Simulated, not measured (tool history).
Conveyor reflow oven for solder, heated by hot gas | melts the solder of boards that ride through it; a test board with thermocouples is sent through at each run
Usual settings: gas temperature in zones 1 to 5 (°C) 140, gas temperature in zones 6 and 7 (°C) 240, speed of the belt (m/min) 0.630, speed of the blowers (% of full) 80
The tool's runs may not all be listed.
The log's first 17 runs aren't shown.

run	hour	gas temperature in zones 1 to 5 (°C)	gas temperature in zones 6 and 7 (°C)	speed of the belt (m/min)	speed of the blowers (% of full)	highest temperature of the board (°C)	time above the solder's melting point (s)
18	436.6	140	240	0.630	64	227.8	57.2
19	470.5	140	240	0.630	64	228.4	56.9
20	499.9	140	240	0.630	64	227.9	58.1
21	524.0	140	246	0.630	80	235.3	61.7
22	544.7	140	246	0.630	80	234.9	61.6
23	566.2	128	240	0.732	50	218.6	40.7
24	602.8	128	240	0.732	50	218.2	40.8
25	620.1	136	240	0.732	52	219.5	44.5

Forecast run 26:
# hour 639.7: flux residue cleaned out of gas plates and filters
26	648.8	140	239	0.630	57	?	?

highest temperature of the board (°C): 226.8
time above the solder's melting point (s): 56.9
Without the tool's hidden state the same run would have given highest temperature of the board (°C) 226.1, time above the solder's melting point (s) 56.0.
